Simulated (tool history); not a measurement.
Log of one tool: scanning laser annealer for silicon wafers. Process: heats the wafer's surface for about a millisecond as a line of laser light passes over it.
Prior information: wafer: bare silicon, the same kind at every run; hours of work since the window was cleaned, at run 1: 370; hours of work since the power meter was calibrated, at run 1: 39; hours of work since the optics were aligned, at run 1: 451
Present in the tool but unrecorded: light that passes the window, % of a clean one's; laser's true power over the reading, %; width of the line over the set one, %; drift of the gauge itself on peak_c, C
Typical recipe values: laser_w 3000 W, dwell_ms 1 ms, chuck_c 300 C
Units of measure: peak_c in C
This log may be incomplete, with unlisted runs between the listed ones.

run	day	laser_w	dwell_ms	chuck_c	hours of work since the window was cleaned	hours of work since the power meter was calibrated	hours of work since the optics were aligned	peak_c
1	0	3000	1	300	370	39	451	1086
2	0.812	3000	1	300	382	52	464	1083
3	1.979	3000	1	300	400	70	482	1084
4	2.825	3000	1	300	413	82	495	1084
5	3.367	2558	1	300	421	91	503	949
6	3.95	3122	1	300	430	100	512	1121
7	4.579	3000	1	300	439	109	521	1083
8	5.183	2929	1	300	449	118	531	1061
9	5.942	3000	1	300	460	130	542	1081
10	6.692	3000	1	300	472	141	554	1082
11	7.733	3000	1	300	488	157	569	1079
12	8.946	3000	1	300	506	176	588	1078
13	9.821	3000	1	300	519	189	601	1079
14	10.588	3000	1	294	531	201	613	1073
15	11.338	3000	1	294	543	212	624	1069
16	12.288	3000	1	275	557	227	639	1051
17	12.95	3000	1	269	567	237	649	1045
18	14.138	3000	1	269	585	255	667	1044
19	14.692	3000	1.12	300	594	263	676	1114
# day 14.896: laser's power meter calibrated
20	16.05	3000	1	300	613	18	694	1074
21	16.7	2721	1.18	317	622	28	704	1057
22	17.771	2721	1.18	317	639	44	721	1058
# day 18.196: laser's power meter calibrated, once more
23	18.883	3299	0.82	304	654	10	736	1086
24	19.746	2627	1.09	300	667	24	749	980
25	20.6	2890	1.21	300	680	37	762	1099
26	21.238	3258	0.86	300	690	46	772	1089
27	22.442	2992	1.05	300	708	65	790	1076
28	23.021	2992	1.05	300	717	74	799	1077
29	23.65	3118	1.11	316	727	83	808	1151
30	24.354	3118	1.11	316	737	94	819	1157
31	25.583	3282	0.76	291	756	113	838	1035
32	26.329	3282	0.76	291	767	124	849	1037
33	26.846	3282	0.76	291	775	132	857	1042
34	27.642	3000	1.13	298	787	144	869	1101
35	28.838	2714	0.82	322	806	162	888	941
36	30.117	3000	0.72	338	825	182	907	991
37	31.162	2667	0.74	285	841	198	923	859
38	32.354	3000	1	295	859	216	941	1050
39	33.296	2732	0.71	304	874	230	956	883
40	34.496	3000	1	329	892	249	974	1081

Take each entry between the runs: how does the hidden state at the last listed run before it differ from the hidden state at the first listed run after it?
Run 19 -> run 20: laser's power meter calibrated (day 14.896)
  light that passes the window, % of a clean one's: 97.16 -> 97.08; laser's true power over the reading, %: 0.43 -> 0.51; width of the line over the set one, %: 1.46 -> 1.49
  measured less the result without the state, peak_c: -33 -> -32 C
Run 22 -> run 23: laser's power meter calibrated, once more (day 18.196)
  light that passes the window, % of a clean one's: 96.97 -> 96.89; laser's true power over the reading, %: 0.52 -> -0.1; width of the line over the set one, %: 1.54 -> 1.57
  measured less the result without the state, peak_c: -31 -> -40 C

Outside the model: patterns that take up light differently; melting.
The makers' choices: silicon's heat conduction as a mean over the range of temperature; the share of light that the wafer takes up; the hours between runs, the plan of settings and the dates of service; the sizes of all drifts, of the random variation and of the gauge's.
